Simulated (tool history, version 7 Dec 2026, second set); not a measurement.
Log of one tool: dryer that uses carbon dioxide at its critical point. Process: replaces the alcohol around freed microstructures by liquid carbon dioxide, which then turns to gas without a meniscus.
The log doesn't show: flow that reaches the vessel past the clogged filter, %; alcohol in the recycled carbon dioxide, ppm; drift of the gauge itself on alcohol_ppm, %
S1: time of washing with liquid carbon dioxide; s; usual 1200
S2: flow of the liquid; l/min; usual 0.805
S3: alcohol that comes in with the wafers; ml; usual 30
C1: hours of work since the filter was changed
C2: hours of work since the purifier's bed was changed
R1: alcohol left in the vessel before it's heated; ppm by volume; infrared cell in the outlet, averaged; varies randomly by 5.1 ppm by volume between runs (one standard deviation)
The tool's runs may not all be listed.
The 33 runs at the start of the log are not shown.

run     day    S1     S2  S3   C1   C2   R1
 34  59.579  1440  1.256  60  171  662   35
 35  61.308  1440  1.135  42  189  679   52
 36  63.704  1500  0.805  30  213  703   68
 37  65.042  1200    0.5  30  226  717  641
 38  67.654  1320  0.805  69  253  743  125
 39  70.292  1500  0.805  30  279  770   55
 40  72.567  1020  0.548  30  302  793  812
 41  75.221  1200  0.826  22  329  819   91
 42  77.496  1740  0.805  30  352  842   54

What will run 43 give?
     79.438  -- inlet filter changed
 43  79.538  960  0.915  30   1  863   ?

Run 43 measured R1 128 ppm by volume.
Were there no unlogged condition in the tool, this run, its random variation unchanged, would have produced R1 84 ppm by volume.
